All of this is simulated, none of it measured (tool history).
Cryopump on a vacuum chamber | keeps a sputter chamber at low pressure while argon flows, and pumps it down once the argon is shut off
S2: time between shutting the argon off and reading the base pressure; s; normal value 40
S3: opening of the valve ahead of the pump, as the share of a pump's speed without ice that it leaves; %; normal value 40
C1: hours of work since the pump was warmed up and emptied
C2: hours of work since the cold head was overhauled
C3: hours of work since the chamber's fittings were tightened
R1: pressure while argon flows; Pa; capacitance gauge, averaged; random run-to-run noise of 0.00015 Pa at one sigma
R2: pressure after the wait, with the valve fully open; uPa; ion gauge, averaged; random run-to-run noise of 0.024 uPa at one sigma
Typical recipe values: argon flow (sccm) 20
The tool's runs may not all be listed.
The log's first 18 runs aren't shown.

{"run": 19, "hour": 275.8, "argon flow (sccm)": 25, "S2": 40, "S3": 22, "C1": 332, "C2": 332, "C3": 721, "R1": 0.0888, "R2": 1.06}
{"run": 20, "hour": 292.4, "argon flow (sccm)": 26, "S2": 39, "S3": 27, "C1": 344, "C2": 344, "C3": 733, "R1": 0.0758, "R2": 1.11}
{"run": 21, "hour": 313.2, "argon flow (sccm)": 20, "S2": 57, "S3": 40, "C1": 358, "C2": 358, "C3": 747, "R1": 0.0398, "R2": 0.88}
{"run": 22, "hour": 331.7, "argon flow (sccm)": 21, "S2": 36, "S3": 40, "C1": 371, "C2": 371, "C3": 760, "R1": 0.0416, "R2": 1.21}
{"run": 23, "hour": 341.7, "argon flow (sccm)": 20, "S2": 144, "S3": 17, "C1": 378, "C2": 378, "C3": 767, "R1": 0.0914, "R2": 0.57}
{"run": 24, "hour": 363.0, "argon flow (sccm)": 20, "S2": 144, "S3": 17, "C1": 393, "C2": 393, "C3": 782, "R1": 0.0917, "R2": 0.52}
{"run": 25, "hour": 373.4, "argon flow (sccm)": 20, "S2": 144, "S3": 17, "C1": 400, "C2": 400, "C3": 789, "R1": 0.0917, "R2": 0.56}
{"run": 26, "hour": 393.2, "argon flow (sccm)": 21, "S2": 175, "S3": 17, "C1": 414, "C2": 414, "C3": 803, "R1": 0.0965, "R2": 0.57}
{"run": 27, "hour": 415.7, "argon flow (sccm)": 29, "S2": 175, "S3": 17, "C1": 430, "C2": 430, "C3": 819, "R1": 0.1337, "R2": 0.57}
{"run": 28, "hour": 426.7, "argon flow (sccm)": 9, "S2": 28, "S3": 40, "C1": 438, "C2": 438, "C3": 827, "R1": 0.018, "R2": 1.48}
{"run": 29, "hour": 443.5, "argon flow (sccm)": 8, "S2": 28, "S3": 43, "C1": 449, "C2": 449, "C3": 838, "R1": 0.0148, "R2": 1.42}

What does the tool deliver on the next run?
{"run": 30, "hour": 455.2, "argon flow (sccm)": 22, "S2": 215, "S3": 40, "C1": 457, "C2": 457, "C3": 847, "R1": "?", "R2": "?"}

R1: 0.0441 Pa
R2: 0.54 uPa
On a tool with no hidden condition, and with the same random variation, this run would have come out at R1 0.0424 Pa, R2 0.31 uPa.
